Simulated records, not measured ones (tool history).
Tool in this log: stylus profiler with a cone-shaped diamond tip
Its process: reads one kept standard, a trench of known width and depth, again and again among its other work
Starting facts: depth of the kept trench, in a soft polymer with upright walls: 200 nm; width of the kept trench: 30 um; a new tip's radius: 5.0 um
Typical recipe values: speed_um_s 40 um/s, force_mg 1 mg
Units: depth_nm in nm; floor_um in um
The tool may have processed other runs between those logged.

run    hour  speed_um_s  force_mg  depth_nm  floor_um
  1       0          40         1    200.22      26.2
  2   101.9          40      0.53    199.95     25.99
  3   219.4         115      0.53    199.81     24.88
  4   270.4          68         1    200.08     25.82
  5   395.2          40         1    199.94     26.11
  6   518.9          40         1    199.89     26.05
  7   634.8          40         1    199.81     26.02
  8   753.4          40         1    199.87     25.98
  9   854.1          40         1    199.68     26.01
 10   918.9          40         1    199.49     26.01
      985.7  -- height scale calibrated on a step standard
 11   998.9          40         1    200.98     26.04
 12  1117.8          40         1    200.87     26.03
 13  1225.4          40      0.97    200.62     25.96
 14  1349.5          15      0.71    200.46     26.19
 15  1402.6          84      1.34    200.71      25.6
 16  1469.7          84      1.38    200.71     25.59
 17  1544.8          84      1.38    200.65     25.61
 18    1635          88      0.54    200.12     25.11
 19  1718.4          88      0.54    200.06     25.06
 20  1819.2          23      1.16    200.43     26.05

Estimate the outcome of run 21 from the log above:
 21  1902.1          23      1.16         ?         ?

Run 21 gave depth_nm 200.27 nm, floor_um 26.04 um.
The same run, on a tool lacking any hidden state, would have yielded depth_nm 200.98 nm, floor_um 26.98 um.
